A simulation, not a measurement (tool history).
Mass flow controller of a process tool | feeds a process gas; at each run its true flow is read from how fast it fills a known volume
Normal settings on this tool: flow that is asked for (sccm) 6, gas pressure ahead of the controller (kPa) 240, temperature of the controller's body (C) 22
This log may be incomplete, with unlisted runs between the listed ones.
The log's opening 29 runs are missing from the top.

run    hour  flow that is asked for (sccm)  gas pressure ahead of the controller (kPa)  temperature of the controller's body (C)  hours of work since the controller was set to zero  hours of work since the controller was changed  true flow (%)
 30  2545.3                              3                                         191                                        22                                                3595                                            3595          99.18
 31  2663.8                              3                                         191                                        22                                                3674                                            3674          99.26
 32  2714.4                              3                                         191                                        22                                                3707                                            3707          99.26
 33  2812.8                              3                                         191                                        22                                                3773                                            3773          99.31
 34  2895.9                             13                                         264                                        35                                                3828                                            3828         100.26
 35  2982.7                             13                                         150                                        28                                                3886                                            3886          99.51
 36  3075.9                             12                                         247                                        22                                                3948                                            3948          99.77
 37  3168.3                              7                                         148                                        21                                                4009                                            4009          99.12
 38  3247.4                             12                                         240                                        22                                                4061                                            4061          99.66
 39  3307.9                              3                                         240                                        22                                                4102                                            4102          99.44

Branching from run 39: 4 alternative next runs. What would each branch give?
  A  3407.0                              3                                         240                                        29                                                4168                                            4168              ?
  B  3407.0                              3                                         273                                        22                                                4168                                            4168              ?
  C  3407.0                              8                                         235                                        35                                                4168                                            4168              ?
  D  3407.0                              2                                         203                                        22                                                4168                                            4168              ?

run  true flow (%)
  A          99.67
  B          99.72
  C          99.98
  D          99.13
Without the tool's hidden state the same runs would have given:
run  true flow (%)
  A          99.70
  B          99.76
  C         100.00
  D          99.17
